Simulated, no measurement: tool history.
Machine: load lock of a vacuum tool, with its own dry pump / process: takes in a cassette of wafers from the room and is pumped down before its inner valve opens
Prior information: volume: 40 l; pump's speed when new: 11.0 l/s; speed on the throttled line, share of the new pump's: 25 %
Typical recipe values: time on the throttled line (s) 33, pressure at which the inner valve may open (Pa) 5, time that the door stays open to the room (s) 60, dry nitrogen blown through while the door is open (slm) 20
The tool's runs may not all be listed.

run,hour,time on the throttled line (s),pressure at which the inner valve may open (Pa),time that the door stays open to the room (s),dry nitrogen blown through while the door is open (slm),"incoming humidity of the room's air, %",time from the closed door until the inner valve may open (s),rise of the pressure with all valves shut (Pa/min)
1,0,33,5,60,20,44.3,63.9,0.204
# hour 299.9: door's seal changed, seat wiped
2,299.9,33,5,60,20,41.3,64.4,0.019
3,723.9,49,5,60,20,42.7,75.8,0.031
4,1151.4,49,5,60,20,42.1,75.8,0.031
5,1505.2,49,5,60,20,47,76.2,0.04
6,1959.3,49,5,60,20,41.8,75.5,0.044
7,2200.2,49,5,60,20,46.3,76,0.053
8,2484.7,49,5,60,20,45.7,76.7,0.066
9,2931.6,49,5,60,20,45.3,77.2,0.077
10,3336.2,49,5,60,20,44.8,76.6,0.085
11,3654.2,49,5,60,20,39.5,76.2,0.098
12,3964.8,49,5,60,20,42.3,76.2,0.113
13,4272.1,49,5,60,20,44.4,77,0.123
14,4778.6,49,5,60,20,45,76.3,0.146
15,5328.5,49,5,60,20,41.9,76.7,0.17
16,5790.8,47,5,95,20,44.9,75.5,0.21
# hour 5869.2: door's seal changed, seat wiped
17,6057.3,35,5,108,5,43.7,65.9,0.043
18,6558.4,17,8,60,20,45.5,52.9,0.031
19,6844.4,33,5,27,16,41.8,64.6,0.03
20,7155.2,33,5,27,16,45.7,66.1,0.033
21,7610.2,45,5,60,18,47.8,74.7,0.054
22,7964.9,45,5,60,18,42.8,74.3,0.059
23,8510.9,63,5,140,5,47.6,88.4,0.111
24,9083.7,63,5,140,5,45.1,87.5,0.129

Some steps in time from the closed door until the inner valve may open (s) between neighbouring runs. How much of each would the tool show without its hidden state too (settings, what came in, random variation), and how much is left for the hidden state, with any gauge scatter that isn't in both results?
Hidden conditions of the tool in this case: pump's speed, % of a new pump's; leak at the door's seal, Pa l/s; drift of the gauge itself on ready_s, %; drift of the gauge itself on rise_pa_min, %.
Run 17 -> 18: time on the throttled line (s) 35 -> 17, pressure at which the inner valve may open (Pa) 5 -> 8, time that the door stays open to the room (s) 108 -> 60, dry nitrogen blown through while the door is open (slm) 5 -> 20. time from the closed door until the inner valve may open (s) -13: hidden state +0.6, all else -13.6.
Run 22 -> 23: time on the throttled line (s) 45 -> 63, time that the door stays open to the room (s) 60 -> 140, dry nitrogen blown through while the door is open (slm) 18 -> 5. time from the closed door until the inner valve may open (s) +14.1: hidden state -0.6, all else +14.7.

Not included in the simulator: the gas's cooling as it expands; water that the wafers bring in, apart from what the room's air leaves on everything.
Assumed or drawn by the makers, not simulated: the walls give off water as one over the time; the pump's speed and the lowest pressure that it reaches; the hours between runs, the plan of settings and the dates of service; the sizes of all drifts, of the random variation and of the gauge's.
